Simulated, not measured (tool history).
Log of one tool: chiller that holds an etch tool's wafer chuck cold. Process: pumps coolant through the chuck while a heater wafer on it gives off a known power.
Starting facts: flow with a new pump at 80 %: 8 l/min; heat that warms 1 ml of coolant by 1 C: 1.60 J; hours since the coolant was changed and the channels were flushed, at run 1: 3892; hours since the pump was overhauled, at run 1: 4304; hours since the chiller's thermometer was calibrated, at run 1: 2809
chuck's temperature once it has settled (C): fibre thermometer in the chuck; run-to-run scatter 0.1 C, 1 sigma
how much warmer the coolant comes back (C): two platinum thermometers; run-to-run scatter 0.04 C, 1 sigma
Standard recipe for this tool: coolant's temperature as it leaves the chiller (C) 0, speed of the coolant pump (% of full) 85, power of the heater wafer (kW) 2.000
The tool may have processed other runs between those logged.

run      day  coolant's temperature as it leaves the chiller (C)  speed of the coolant pump (% of full)  power of the heater wafer (kW)  hours since the coolant was changed and the channels were flushed  hours since the pump was overhauled  hours since the chiller's thermometer was calibrated  chuck's temperature once it has settled (C)  how much warmer the coolant comes back (C)
  1    0.000                                                   0                                     85                           2.000                                                               3892                                 4304                                                  2809                                         18.2                                        8.79
  2    4.133                                                   0                                     85                           2.000                                                               3991                                 4403                                                  2908                                         17.8                                        8.82
  3    7.408                                                   0                                     85                           1.122                                                               4070                                 4481                                                  2987                                         10.1                                        4.88
  4   10.250                                                   0                                     85                           2.000                                                               4138                                 4550                                                  3055                                         18.2                                        8.83
  5   14.025                                                   0                                     85                           2.149                                                               4228                                 4640                                                  3146                                         19.4                                        9.40
  6   16.033                                                   0                                     85                           2.000                                                               4277                                 4688                                                  3194                                         18.2                                        8.78
  7   18.133                                                   0                                     73                           2.000                                                               4327                                 4739                                                  3244                                         20.4                                       10.31
      21.129  -- chiller's thermometer calibrated
  8   21.192                                                   0                                     86                           2.000                                                               4399                                 4811                                                     1                                         17.9                                        8.68
  9   25.250                                                   0                                     86                           2.000                                                               4497                                 4909                                                    99                                         17.9                                        8.69
 10   29.242                                                   8                                     85                           2.000                                                               4593                                 5004                                                   195                                         25.9                                        8.76
 11   33.038                                                   0                                     85                           2.000                                                               4684                                 5096                                                   286                                         18.0                                        8.89
 12   35.129                                                   0                                     85                           2.000                                                               4734                                 5146                                                   336                                         18.1                                        8.75
 13   38.879                                                   0                                     86                           2.000                                                               4824                                 5236                                                   426                                         17.7                                        8.72
      42.667  -- coolant pump overhauled
 14   42.904                                                   0                                     79                           2.000                                                               4915                                    6                                                   518                                         19.2                                        9.49
 15   46.717                                                   0                                     79                           2.000                                                               5007                                   97                                                   609                                         19.2                                        9.44
 16   49.408                                                   0                                     85                           1.601                                                               5072                                  162                                                   674                                         14.4                                        7.04
 17   53.117                                                  -8                                     85                           2.000                                                               5161                                  251                                                   763                                         10.2                                        8.82
 18   56.942                                                   6                                     92                           2.000                                                               5252                                  343                                                   855                                         22.9                                        8.13
 19   60.000                                                   0                                     99                           2.071                                                               5326                                  416                                                   928                                         16.6                                        7.71
 20   63.517                                                  -9                                     86                           1.703                                                               5410                                  500                                                  1012                                          6.4                                        7.39
 21   67.717                                                  -9                                     86                           1.703                                                               5511                                  601                                                  1113                                          6.2                                        7.41
 22   71.788                                                  -4                                     85                           1.452                                                               5609                                  699                                                  1211                                          9.1                                        6.39
      73.292  -- coolant changed, channels flushed
 23   75.088                                                   0                                     70                           1.789                                                                 43                                  772                                                  1284                                         18.9                                        9.62
 24   77.304                                                   0                                     70                           1.789                                                                 96                                  825                                                  1337                                         18.9                                        9.61
 25   80.267                                                  -7                                     79                           1.037                                                                167                                  896                                                  1408                                          2.9                                        4.93
 26   82.421                                                  -3                                     63                           1.186                                                                219                                  948                                                  1460                                         10.6                                        7.12
 27   86.158                                                  -3                                     61                           1.186                                                                309                                 1038                                                  1550                                         11.0                                        7.38
 28   90.204                                                   6                                     72                           1.204                                                                406                                 1135                                                  1647                                         18.6                                        6.29
 29   93.696                                                   6                                     72                           1.204                                                                490                                 1219                                                  1731                                         18.5                                        6.31
 30   97.775                                                   2                                     70                           1.016                                                                588                                 1317                                                  1829                                         12.6                                        5.42
 31  100.562                                                  -4                                     85                           1.592                                                                654                                 1383                                                  1895                                         10.4                                        6.94

For each entry between runs, how does the tool's hidden state at the last listed run before it compare with that at the first listed run after it?
Run 7 -> run 8: chiller's thermometer calibrated (day 21.129)
  no hidden state differs between the two runs
Run 13 -> run 14: coolant pump overhauled (day 42.667)
  flow at a given pump speed, % of a new pump's: 99.9 -> 100
Run 22 -> run 23: coolant changed, channels flushed (day 73.292)
  heat passed by the chuck's channels, % of clean ones': 99.8 -> 100
